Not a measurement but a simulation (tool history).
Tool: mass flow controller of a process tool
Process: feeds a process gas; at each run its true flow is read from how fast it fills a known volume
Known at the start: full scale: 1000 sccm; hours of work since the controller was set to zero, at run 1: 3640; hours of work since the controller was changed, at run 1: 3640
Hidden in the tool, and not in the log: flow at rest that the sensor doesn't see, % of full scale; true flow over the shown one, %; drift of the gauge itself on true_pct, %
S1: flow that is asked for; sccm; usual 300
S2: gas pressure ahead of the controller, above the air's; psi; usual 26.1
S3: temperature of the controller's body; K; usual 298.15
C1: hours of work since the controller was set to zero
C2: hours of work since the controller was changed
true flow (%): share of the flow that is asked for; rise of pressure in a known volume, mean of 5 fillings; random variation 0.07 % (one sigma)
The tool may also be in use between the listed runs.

run 1 hour=0.0 | S1=300 S2=26.1 S3=298.15 | C1=3640 C2=3640 | true_flow_(%)=97.77
run 2 hour=65.7 | S1=300 S2=26.1 S3=298.15 | C1=3686 C2=3686 | true_flow_(%)=97.77
run 3 hour=164.3 | S1=300 S2=26.1 S3=298.15 | C1=3756 C2=3756 | true_flow_(%)=97.66
run 4 hour=258.6 | S1=311 S2=26.1 S3=298.15 | C1=3823 C2=3823 | true_flow_(%)=97.42
run 5 hour=380.4 | S1=300 S2=26.1 S3=298.15 | C1=3909 C2=3909 | true_flow_(%)=97.25
run 6 hour=488.7 | S1=300 S2=25.5 S3=298.15 | C1=3986 C2=3986 | true_flow_(%)=97.21
run 7 hour=614.5 | S1=300 S2=22.5 S3=298.15 | C1=4075 C2=4075 | true_flow_(%)=97.21
run 8 hour=714.4 | S1=300 S2=22.5 S3=298.15 | C1=4146 C2=4146 | true_flow_(%)=96.96
run 9 hour=775.4 | S1=300 S2=21.0 S3=298.15 | C1=4189 C2=4189 | true_flow_(%)=97.06
run 10 hour=897.7 | S1=300 S2=21.0 S3=298.15 | C1=4276 C2=4276 | true_flow_(%)=96.88
run 11 hour=997.6 | S1=300 S2=25.5 S3=298.15 | C1=4347 C2=4347 | true_flow_(%)=96.65
run 12 hour=1059.2 | S1=300 S2=25.5 S3=298.15 | C1=4391 C2=4391 | true_flow_(%)=96.48
run 13 hour=1170.3 | S1=300 S2=25.5 S3=298.15 | C1=4469 C2=4469 | true_flow_(%)=96.35
run 14 hour=1312.4 | S1=300 S2=25.5 S3=298.15 | C1=4570 C2=4570 | true_flow_(%)=96.04
run 15 hour=1402.7 | S1=300 S2=25.5 S3=298.15 | C1=4634 C2=4634 | true_flow_(%)=95.95
run 16 hour=1472.4 | S1=300 S2=25.5 S3=298.15 | C1=4683 C2=4683 | true_flow_(%)=96.07
run 17 hour=1596.8 | S1=300 S2=25.5 S3=298.15 | C1=4772 C2=4772 | true_flow_(%)=95.79
run 18 hour=1689.7 | S1=300 S2=25.5 S3=298.15 | C1=4837 C2=4837 | true_flow_(%)=95.56
run 19 hour=1783.9 | S1=300 S2=26.1 S3=298.15 | C1=4904 C2=4904 | true_flow_(%)=95.58
run 20 hour=1910.1 | S1=300 S2=26.1 S3=298.15 | C1=4994 C2=4994 | true_flow_(%)=95.46
run 21 hour=1973.6 | S1=300 S2=26.1 S3=298.15 | C1=5039 C2=5039 | true_flow_(%)=95.34
-- hour=2092.9 gauge calibrated
run 22 hour=2100.0 | S1=300 S2=37.4 S3=298.15 | C1=5128 C2=5128 | true_flow_(%)=97.51
run 23 hour=2174.1 | S1=300 S2=37.4 S3=298.15 | C1=5181 C2=5181 | true_flow_(%)=97.45
run 24 hour=2284.7 | S1=300 S2=37.4 S3=298.15 | C1=5259 C2=5259 | true_flow_(%)=97.34
run 25 hour=2415.8 | S1=300 S2=31.5 S3=298.15 | C1=5352 C2=5352 | true_flow_(%)=97.30
run 26 hour=2506.6 | S1=300 S2=31.5 S3=298.15 | C1=5417 C2=5417 | true_flow_(%)=97.15
run 27 hour=2591.9 | S1=532 S2=29.9 S3=295.15 | C1=5477 C2=5477 | true_flow_(%)=97.75
run 28 hour=2707.5 | S1=532 S2=29.9 S3=295.15 | C1=5559 C2=5559 | true_flow_(%)=97.66
run 29 hour=2842.8 | S1=532 S2=29.9 S3=295.15 | C1=5655 C2=5655 | true_flow_(%)=97.49
run 30 hour=2941.5 | S1=790 S2=29.9 S3=295.15 | C1=5725 C2=5725 | true_flow_(%)=98.05
run 31 hour=3007.4 | S1=134 S2=26.1 S3=296.15 | C1=5772 C2=5772 | true_flow_(%)=96.18
run 32 hour=3073.7 | S1=815 S2=37.9 S3=304.15 | C1=5819 C2=5819 | true_flow_(%)=98.30
run 33 hour=3213.8 | S1=122 S2=26.1 S3=302.15 | C1=5918 C2=5918 | true_flow_(%)=96.02
run 34 hour=3325.3 | S1=376 S2=21.0 S3=302.15 | C1=5997 C2=5997 | true_flow_(%)=96.82
run 35 hour=3428.6 | S1=783 S2=20.6 S3=300.15 | C1=6070 C2=6070 | true_flow_(%)=97.82
run 36 hour=3489.2 | S1=300 S2=23.2 S3=298.15 | C1=6113 C2=6113 | true_flow_(%)=96.19
run 37 hour=3613.9 | S1=300 S2=23.2 S3=298.15 | C1=6201 C2=6201 | true_flow_(%)=95.96
run 38 hour=3750.0 | S1=108 S2=23.4 S3=311.15 | C1=6298 C2=6298 | true_flow_(%)=95.72
run 39 hour=3876.6 | S1=108 S2=23.4 S3=311.15 | C1=6388 C2=6388 | true_flow_(%)=95.48
run 40 hour=3969.7 | S1=207 S2=31.2 S3=298.15 | C1=6454 C2=6454 | true_flow_(%)=95.15
run 41 hour=4029.1 | S1=300 S2=34.1 S3=298.15 | C1=6496 C2=6496 | true_flow_(%)=95.19
run 42 hour=4097.5 | S1=434 S2=26.8 S3=304.15 | C1=6544 C2=6544 | true_flow_(%)=95.86
run 43 hour=4190.7 | S1=434 S2=26.8 S3=304.15 | C1=6610 C2=6610 | true_flow_(%)=95.76
run 44 hour=4312.9 | S1=125 S2=21.8 S3=302.15 | C1=6697 C2=6697 | true_flow_(%)=94.70
run 45 hour=4459.4 | S1=247 S2=21.8 S3=309.15 | C1=6801 C2=6801 | true_flow_(%)=95.16
run 46 hour=4604.0 | S1=287 S2=26.1 S3=305.15 | C1=6903 C2=6903 | true_flow_(%)=94.91
run 47 hour=4709.7 | S1=358 S2=23.2 S3=296.15 | C1=6978 C2=6978 | true_flow_(%)=94.72
run 48 hour=4838.7 | S1=358 S2=23.2 S3=296.15 | C1=7070 C2=7070 | true_flow_(%)=94.54
run 49 hour=4898.5 | S1=105 S2=32.5 S3=313.15 | C1=7112 C2=7112 | true_flow_(%)=94.07

3 ways to go on from here, each from the tool as it stands after run 49. What would each give?
run A hour=5000.7 | S1=105 S2=21.9 S3=298.15 | C1=7184 C2=7184 | true_flow_(%)=?
run B hour=5000.7 | S1=307 S2=26.1 S3=302.15 | C1=7184 C2=7184 | true_flow_(%)=?
run C hour=5000.7 | S1=250 S2=28.4 S3=313.15 | C1=7184 C2=7184 | true_flow_(%)=?

run=A true_flow_(%)=93.65
run=B true_flow_(%)=94.30
run=C true_flow_(%)=94.42
Without the tool's hidden state the same runs would have given:
run=A true_flow_(%)=97.24
run=B true_flow_(%)=97.92
run=C true_flow_(%)=98.05

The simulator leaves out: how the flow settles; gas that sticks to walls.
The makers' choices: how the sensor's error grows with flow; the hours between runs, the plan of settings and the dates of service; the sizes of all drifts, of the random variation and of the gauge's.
